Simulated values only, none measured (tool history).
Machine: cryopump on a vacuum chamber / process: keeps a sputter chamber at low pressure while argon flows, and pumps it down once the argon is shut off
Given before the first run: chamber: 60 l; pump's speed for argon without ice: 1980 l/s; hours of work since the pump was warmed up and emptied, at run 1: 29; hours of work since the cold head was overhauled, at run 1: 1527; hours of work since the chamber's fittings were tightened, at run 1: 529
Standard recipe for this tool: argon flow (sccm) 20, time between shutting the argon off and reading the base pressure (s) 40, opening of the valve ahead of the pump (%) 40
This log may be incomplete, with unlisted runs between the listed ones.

run,day,argon flow (sccm),time between shutting the argon off and reading the base pressure (s),opening of the valve ahead of the pump (%),hours of work since the pump was warmed up and emptied,hours of work since the cold head was overhauled,hours of work since the chamber's fittings were tightened,pressure while argon flows (Pa),pressure after the wait (uPa)
1,0,20,40,40,29,1527,529,0.0442,1.99
2,3.704,13,40,40,72,1570,572,0.0286,2.04
3,7.912,13,40,40,120,1618,621,0.0285,2.07
4,11.475,13,40,40,162,1659,662,0.0298,2.1
5,16.083,20,53,40,215,1712,715,0.0471,1.8
6,19.342,20,53,40,252,1750,752,0.0479,1.8
7,22.517,20,53,40,289,1787,789,0.0477,1.89
8,24.771,20,53,40,315,1813,815,0.0485,1.88
9,26.717,20,53,40,338,1835,838,0.0491,1.9
# day 27.279: pump warmed up, emptied and cooled again
10,30.442,9,53,40,37,1876,878,0.0198,1.76
11,35.021,20,40,40,89,1929,931,0.0436,2.2
12,37.175,20,261,40,114,1954,956,0.0452,0.88
13,41.596,20,261,40,165,2005,1007,0.0449,0.95
14,45.321,20,93,40,208,2048,1050,0.0457,1.43
15,48.567,20,93,40,246,2085,1087,0.0468,1.45
16,52.554,20,47,40,292,2131,1134,0.0487,2.23
# day 56.942: pump warmed up, emptied and cooled again
17,57.154,20,47,40,2,2182,1184,0.0431,2.03
18,60.475,13,268,16,41,2220,1223,0.0713,0.96
# day 64.496: leaking fittings of the chamber tightened, without venting
19,64.746,18,155,40,89,2268,3,0.0399,0.57
20,68.688,35,73,27,135,2314,48,0.1153,1.07
21,70.729,21,73,27,158,2338,72,0.0699,1.07
22,75.15,21,73,27,209,2389,123,0.0695,1.13
23,78.65,20,40,19,250,2429,163,0.0951,1.82
24,82.771,20,40,19,297,2477,211,0.0963,1.92
25,86.025,12,250,19,335,2514,249,0.0573,0.61
# day 86.588: pump warmed up, emptied and cooled again
26,90.692,12,250,19,47,2566,300,0.0552,0.55
27,94.638,12,57,31,93,2611,346,0.0336,1.44
28,99.038,20,296,25,144,2662,396,0.0706,0.53
29,103.475,20,232,23,195,2713,448,0.0779,0.65
30,107.083,20,56,40,237,2755,489,0.0468,1.53
31,109.217,26,35,22,261,2780,514,0.1075,2.3
32,112.712,39,52,37,302,2820,554,0.1016,1.69
33,115.333,10,38,29,332,2850,585,0.0328,2.24

Table of differences, measured result less the result of that run with no hidden state. Run-to-run variation is the same in both. Gauge scatter possibly is not:
What the log doesn't record here: pump's speed, % of a pump's without ice; cold plate's temperature, K; leak into the chamber, uPa l/s; drift of the gauge itself on working_pa, %; drift of the gauge itself on base_upa, %.
run,pressure while argon flows (Pa),pressure after the wait (uPa)
1,+0.0008,+0.28
2,+0.001,+0.3
3,+0.0015,+0.35
4,+0.0019,+0.39
5,+0.0041,+0.45
6,+0.0049,+0.48
7,+0.0056,+0.52
8,+0.0062,+0.56
9,+0.0067,+0.58
10,+0.0004,+0.42
11,+0.0016,+0.46
12,+0.0021,+0.49
13,+0.0028,+0.55
14,+0.0036,+0.6
15,+0.0043,+0.63
16,+0.0052,+0.7
17,+0.0004,+0.53
18,+0.0006,+0.56
19,+0.0016,+0.03
20,+0.0042,+0.05
21,+0.003,+0.07
22,+0.004,+0.1
23,+0.0046,+0.13
24,+0.0057,+0.18
25,+0.004,+0.21
26,+0.0006,+0.14
27,+0.0011,+0.17
28,+0.0026,+0.21
29,+0.0035,+0.26
30,+0.0044,+0.29
31,+0.0064,+0.32
32,+0.0114,+0.36
33,+0.0032,+0.4
